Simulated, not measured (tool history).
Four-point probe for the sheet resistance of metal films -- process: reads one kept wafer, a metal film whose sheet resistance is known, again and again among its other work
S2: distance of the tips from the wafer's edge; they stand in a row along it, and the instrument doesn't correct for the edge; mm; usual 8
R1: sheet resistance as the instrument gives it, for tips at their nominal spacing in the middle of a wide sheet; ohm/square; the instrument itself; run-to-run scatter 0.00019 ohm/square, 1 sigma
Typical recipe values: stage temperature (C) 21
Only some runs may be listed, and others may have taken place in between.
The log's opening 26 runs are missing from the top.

Run 27, hour 780.1: usual settings but S2 6 mm. Result: R1 0.971093 ohm/square.
Run 28, hour 807.6: usual settings but stage temperature (C) 20, S2 11 mm. Result: R1 0.956645 ohm/square.
Run 29, hour 845.7: usual settings but stage temperature (C) 20, S2 11 mm. Result: R1 0.956943 ohm/square.
Run 30, hour 866.7: usual settings but stage temperature (C) 27. Result: R1 0.954725 ohm/square.
Run 31, hour 888.4: usual settings but stage temperature (C) 27. Result: R1 0.954501 ohm/square.
Run 32, hour 924.5: usual settings but stage temperature (C) 27. Result: R1 0.954769 ohm/square.
Run 33, hour 944.2: usual settings but stage temperature (C) 25, S2 4 mm. Result: R1 0.993171 ohm/square.
Run 34, hour 963.1: usual settings but stage temperature (C) 22, S2 30 mm. Result: R1 0.949026 ohm/square.
Run 35, hour 981.6: usual settings but stage temperature (C) 22, S2 30 mm. Result: R1 0.94884 ohm/square.
Run 36, hour 1011.4: usual settings but stage temperature (C) 29, S2 16 mm. Result: R1 0.943457 ohm/square.
Run 37, hour 1040.8: usual settings but stage temperature (C) 25, S2 9 mm. Result: R1 0.954333 ohm/square.
Run 38, hour 1067.3: usual settings but stage temperature (C) 25, S2 9 mm. Result: R1 0.954933 ohm/square.
Run 39, hour 1095.1: usual settings but stage temperature (C) 27, S2 50 mm. Result: R1 0.942203 ohm/square.
Run 40, hour 1121.5: usual settings but stage temperature (C) 26, S2 4 mm. Result: R1 0.991607 ohm/square.
Run 41, hour 1136.9: usual settings but stage temperature (C) 26, S2 4 mm. Result: R1 0.991693 ohm/square.
Run 42, hour 1168.7: usual settings but stage temperature (C) 27, S2 59 mm. Result: R1 0.942419 ohm/square.
Run 43, hour 1202.2: usual settings but stage temperature (C) 22, S2 4 mm. Result: R1 0.996674 ohm/square.
Run 44, hour 1220.9: usual settings but stage temperature (C) 19, S2 10 mm. Result: R1 0.959775 ohm/square.
Run 45, hour 1241.5: usual settings but stage temperature (C) 19, S2 5 mm. Result: R1 0.983792 ohm/square.

What if the next run were any one of these 3? Each begins from the tool's condition after run 45:
Run A, hour 1267.9: usual settings but stage temperature (C) 30. Result: R1 ?.
Run B, hour 1267.9: usual settings but stage temperature (C) 31, S2 7 mm. Result: R1 ?.
Run C, hour 1267.9: usual settings but stage temperature (C) 18, S2 5 mm. Result: R1 ?.

run        R1
  A  0.951253
  B  0.954371
  C  0.985246
Without the tool's unlogged condition, the same runs would have read:
run        R1
  A  0.946388
  B  0.949495
  C  0.980149

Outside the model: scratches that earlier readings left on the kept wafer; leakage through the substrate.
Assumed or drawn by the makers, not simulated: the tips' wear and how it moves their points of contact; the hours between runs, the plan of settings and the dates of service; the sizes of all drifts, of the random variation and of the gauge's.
